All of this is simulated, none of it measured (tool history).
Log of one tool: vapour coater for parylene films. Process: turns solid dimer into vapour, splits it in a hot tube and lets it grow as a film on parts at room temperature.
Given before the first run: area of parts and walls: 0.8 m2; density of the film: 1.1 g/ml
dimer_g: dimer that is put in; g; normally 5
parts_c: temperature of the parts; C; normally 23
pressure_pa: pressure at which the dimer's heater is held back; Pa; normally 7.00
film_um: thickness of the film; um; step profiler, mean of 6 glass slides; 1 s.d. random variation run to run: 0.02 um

run	hour	dimer_g	parts_c	pressure_pa	film_um
1	0.0	5	23	7.00	2.82
2	58.7	5	26	7.00	2.69
3	103.2	5	26	7.00	2.66
4	160.7	5	26	7.00	2.60
# hour 223.5: trap's valve overhauled
5	241.0	5	26	7.00	2.82
6	289.3	5	23	7.00	3.01
7	322.2	5	23	7.00	2.96
8	358.3	5	23	7.00	2.99
9	395.0	5	23	7.00	2.99
10	444.7	5	23	7.00	2.93
11	520.8	2	23	7.00	1.16
12	574.9	2	23	7.00	1.17
13	637.3	3	23	7.00	1.73
14	680.1	3	23	7.00	1.73
15	740.6	3	23	7.00	1.73
16	786.4	3	23	7.00	1.71
17	830.9	5	23	7.00	2.85
18	893.2	5	23	7.00	2.80
19	953.1	5	23	7.00	2.78
20	988.1	5	23	7.66	2.76
21	1038.8	5	23	7.66	2.76
# hour 1075.6: trap's valve overhauled
22	1090.4	4	23	4.41	2.64
23	1130.2	4	23	4.41	2.62
24	1173.5	4	23	4.41	2.60
25	1208.4	5	23	4.22	3.28
# hour 1213.0: table's thermometer calibrated
26	1283.1	2	30	6.45	1.03
27	1350.1	5	23	7.00	2.90
# hour 1388.4: table's thermometer calibrated, once more
28	1419.0	5	23	7.00	2.95
29	1472.9	6	24	7.00	3.39
30	1516.3	9	24	7.00	5.10
31	1584.4	5	24	3.12	3.25
32	1618.4	5	24	3.12	3.25
33	1655.6	2	18	11.69	1.13
34	1690.7	2	18	11.69	1.13
35	1767.4	4	18	3.41	2.80
36	1821.9	3	23	5.88	1.73
37	1854.2	7	22	6.01	4.08
38	1909.2	3	27	4.74	1.67
# hour 1930.3: trap's valve overhauled
39	1946.1	4	20	10.89	2.34
40	1981.3	2	34	9.25	0.92
41	2048.7	2	23	7.00	1.22
42	2122.2	2	27	7.00	1.12

A few steps of film_um between consecutive runs. Split each: what settings, incoming material and random variation would produce without the hidden state, and what is left over for the hidden state, along with gauge scatter present in only one of the two compared results (measured, and without hidden state):
Hidden state at play: vapour lost through the trap's worn valve, %; true temperature of the parts over the reading, C; drift of the gauge itself on film_um, %.
Run 4 -> 5: trap's valve overhauled. film_um +0.22 um: hidden state +0.22, all else +0.00.
Run 21 -> 22: dimer_g 5 -> 4, pressure_pa 7.66 -> 4.41, trap's valve overhauled. film_um -0.12 um: hidden state +0.23, all else -0.35.
Run 25 -> 26: dimer_g 5 -> 2, parts_c 23 -> 30, pressure_pa 4.22 -> 6.45, table's thermometer calibrated. film_um -2.25 um: hidden state +0.03, all else -2.28.
Run 36 -> 37: dimer_g 3 -> 7, parts_c 23 -> 22, pressure_pa 5.88 -> 6.01. film_um +2.35 um: hidden state -0.20, all else +2.55.
Run 37 -> 38: dimer_g 7 -> 3, parts_c 22 -> 27, pressure_pa 6.01 -> 4.74. film_um -2.41 um: hidden state +0.19, all else -2.60.

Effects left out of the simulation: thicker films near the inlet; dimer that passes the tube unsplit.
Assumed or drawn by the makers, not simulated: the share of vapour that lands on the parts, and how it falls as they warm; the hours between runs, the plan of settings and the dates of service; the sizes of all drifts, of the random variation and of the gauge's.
